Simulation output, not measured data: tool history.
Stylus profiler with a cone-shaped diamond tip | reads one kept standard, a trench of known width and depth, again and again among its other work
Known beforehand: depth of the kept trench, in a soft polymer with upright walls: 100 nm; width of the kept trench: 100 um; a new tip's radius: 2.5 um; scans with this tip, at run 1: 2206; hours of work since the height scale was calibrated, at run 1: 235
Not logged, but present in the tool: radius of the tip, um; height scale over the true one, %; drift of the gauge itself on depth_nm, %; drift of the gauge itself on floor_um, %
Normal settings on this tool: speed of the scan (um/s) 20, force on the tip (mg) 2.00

run   hour  speed of the scan (um/s)  force on the tip (mg)  scans with this tip  hours of work since the height scale was calibrated  depth of the trench (angstrom)  width of the trench's floor (nm)
  1    0.0                        20                   2.00                 2206                                                  235                          1008.2                             98310
  2   12.6                        20                   1.02                 2277                                                  243                          1006.3                             98270
  3   32.9                        20                   1.02                 2390                                                  255                          1006.3                             98320
  4   50.6                        20                   1.02                 2489                                                  266                          1007.1                             98250
  5   69.0                        20                   2.00                 2593                                                  277                          1009.5                             98340
  6   81.1                        20                   2.00                 2660                                                  284                          1006.7                             98280
  7   93.8                        20                   2.00                 2731                                                  291                          1008.0                             98270
  8  118.3                        20                   2.00                 2868                                                  306                          1008.7                             98340
     120.0  -- height scale calibrated on a step standard
  9  136.9                        20                   2.00                 2969                                                   10                          1008.6                             98320
 10  161.6                        20                   2.00                 3108                                                   25                          1008.4                             98310
 11  178.6                         8                   5.51                 3203                                                   35                          1016.3                             98340
 12  196.1                         8                   5.51                 3301                                                   45                          1015.4                             98410
 13  213.8                        11                   3.14                 3399                                                   56                          1012.0                             98390
 14  230.2                        11                   3.14                 3491                                                   66                          1011.8                             98360
 15  245.5                        62                   4.75                 3577                                                   75                          1015.6                             98170
 16  264.6                        59                   5.74                 3684                                                   86                          1017.8                             98210
     269.9  -- height scale calibrated on a step standard, once more
 17  284.6                        59                   5.74                 3793                                                    9                          1013.5                             98210
 18  296.8                        10                   4.54                 3861                                                   16                          1013.0                             98310
 19  307.8                         5                   0.71                 3923                                                   23                          1001.9                             98370

Across each entry between runs, compare the hidden state at the last listed run before it with the hidden state at the first listed run after it:
In the gap between runs 8 and 9: height scale calibrated on a step standard (hour 120.0)
  radius of the tip, um: 3.1 -> 3.12; height scale over the true one, %: 0.134 -> 0.184
  the result without the hidden state subtracted from the measured one, depth of the trench (angstrom): +1.4 -> +1.9; width of the trench's floor (nm): -170 -> -170
In the gap between runs 16 and 17: height scale calibrated on a step standard, once more (hour 269.9)
  radius of the tip, um: 3.27 -> 3.29; height scale over the true one, %: 0.22 -> -0.067
  the result without the hidden state subtracted from the measured one, depth of the trench (angstrom): +2.2 -> -0.7; width of the trench's floor (nm): -210 -> -220
